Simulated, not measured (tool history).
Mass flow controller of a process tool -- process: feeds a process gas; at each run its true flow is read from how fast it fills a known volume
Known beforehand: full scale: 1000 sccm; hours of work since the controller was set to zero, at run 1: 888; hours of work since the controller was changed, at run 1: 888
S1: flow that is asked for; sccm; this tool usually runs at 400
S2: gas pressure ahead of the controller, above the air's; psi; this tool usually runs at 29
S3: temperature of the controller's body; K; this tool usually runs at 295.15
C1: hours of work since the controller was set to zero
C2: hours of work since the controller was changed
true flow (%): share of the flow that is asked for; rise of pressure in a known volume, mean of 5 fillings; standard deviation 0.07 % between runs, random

Run 1, hour 0: usual settings; C1 888; C2 888. Result: true flow (%) 98.18.
Run 2, hour 69.2: usual settings but S1 184 sccm; C1 923; C2 923. Result: true flow (%) 97.8.
Run 3, hour 165.6: usual settings but S1 717 sccm; C1 971; C2 971. Result: true flow (%) 98.84.
Run 4, hour 278.3: usual settings but S1 180 sccm; C1 1027; C2 1027. Result: true flow (%) 97.45.
Run 5, hour 348.3: usual settings; C1 1062; C2 1062. Result: true flow (%) 97.87.
Run 6, hour 421.8: usual settings; C1 1098; C2 1098. Result: true flow (%) 97.86.
Run 7, hour 521.1: usual settings but S1 164 sccm, S2 31.8 psi; C1 1148; C2 1148. Result: true flow (%) 96.99.
Run 8, hour 618.3: usual settings but S1 189 sccm, S2 22.2 psi, S3 309.15 K; C1 1196; C2 1196. Result: true flow (%) 99.
Run 9, hour 733.8: usual settings but S1 417 sccm, S3 294.15 K; C1 1253; C2 1253. Result: true flow (%) 97.49.
Run 10, hour 802.5: usual settings but S1 443 sccm, S2 25.4 psi; C1 1288; C2 1288. Result: true flow (%) 97.63.

Run 11 comes next. What will it give?
Run 11, hour 896.5: usual settings but S1 250 sccm, S2 38.1 psi, S3 297.15 K; C1 1334; C2 1334. Result: true flow (%) ?.

Run 11 measured true flow (%) 96.98.
If the tool had no hidden condition, the same run with the same run-to-run variation would have returned true flow (%) 97.84.
